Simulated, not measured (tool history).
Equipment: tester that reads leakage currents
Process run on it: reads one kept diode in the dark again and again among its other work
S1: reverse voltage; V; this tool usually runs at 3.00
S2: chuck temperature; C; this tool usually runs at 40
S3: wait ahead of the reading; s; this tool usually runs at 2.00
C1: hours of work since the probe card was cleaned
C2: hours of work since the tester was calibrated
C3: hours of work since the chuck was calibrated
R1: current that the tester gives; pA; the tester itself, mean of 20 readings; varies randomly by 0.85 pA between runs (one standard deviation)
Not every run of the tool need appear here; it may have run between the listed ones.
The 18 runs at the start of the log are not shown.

run 19 hour=452.9 | S1=2.44 S2=40 S3=2.00 | C1=608 C2=33 C3=1518 | R1=239.01
run 20 hour=482.8 | S1=2.44 S2=40 S3=2.00 | C1=631 C2=56 C3=1541 | R1=238.24
run 21 hour=514.1 | S1=1.52 S2=38 S3=8.80 | C1=655 C2=80 C3=1566 | R1=160.30
run 22 hour=541.6 | S1=1.52 S2=38 S3=8.80 | C1=676 C2=102 C3=1587 | R1=160.70
run 23 hour=563.1 | S1=1.52 S2=38 S3=8.80 | C1=693 C2=118 C3=1604 | R1=161.31
run 24 hour=590.1 | S1=3.00 S2=26 S3=3.78 | C1=714 C2=139 C3=1624 | R1=95.16
run 25 hour=617.6 | S1=3.00 S2=26 S3=3.78 | C1=735 C2=160 C3=1646 | R1=95.57
run 26 hour=633.5 | S1=1.30 S2=26 S3=3.78 | C1=747 C2=173 C3=1658 | R1=60.96
run 27 hour=653.5 | S1=1.30 S2=26 S3=3.78 | C1=763 C2=188 C3=1673 | R1=60.62
run 28 hour=675.3 | S1=3.77 S2=26 S3=3.78 | C1=780 C2=205 C3=1690 | R1=107.35
run 29 hour=691.8 | S1=4.20 S2=40 S3=2.00 | C1=793 C2=218 C3=1703 | R1=315.69
run 30 hour=714.7 | S1=4.20 S2=40 S3=2.00 | C1=810 C2=235 C3=1721 | R1=315.44
run 31 hour=741.4 | S1=4.20 S2=40 S3=2.00 | C1=831 C2=256 C3=1741 | R1=317.47
run 32 hour=775.7 | S1=3.00 S2=43 S3=3.53 | C1=857 C2=282 C3=1768 | R1=323.83
run 33 hour=793.1 | S1=3.00 S2=43 S3=3.53 | C1=871 C2=296 C3=1781 | R1=324.00
run 34 hour=825.9 | S1=3.00 S2=22 S3=8.06 | C1=896 C2=321 C3=1807 | R1=70.69
run 35 hour=858.8 | S1=3.00 S2=41 S3=0.77 | C1=922 C2=347 C3=1832 | R1=283.40
run 36 hour=890.6 | S1=3.00 S2=40 S3=0.66 | C1=946 C2=371 C3=1857 | R1=262.26

4 options for the next run, each taken on its own from the tool as it stands now. Forecast them:
run A hour=916.1 | S1=12.44 S2=40 S3=0.66 | C1=966 C2=391 C3=1876 | R1=?
run B hour=916.1 | S1=4.86 S2=35 S3=0.38 | C1=966 C2=391 C3=1876 | R1=?
run C hour=916.1 | S1=4.33 S2=40 S3=7.56 | C1=966 C2=391 C3=1876 | R1=?
run D hour=916.1 | S1=2.68 S2=51 S3=2.00 | C1=966 C2=391 C3=1876 | R1=?

run=A R1=564.03
run=B R1=240.59
run=C R1=318.66
run=D R1=527.76
With no hidden state in the tool, these same runs would have given:
run=A R1=597.50
run=B R1=256.45
run=C R1=343.10
run=D R1=573.26
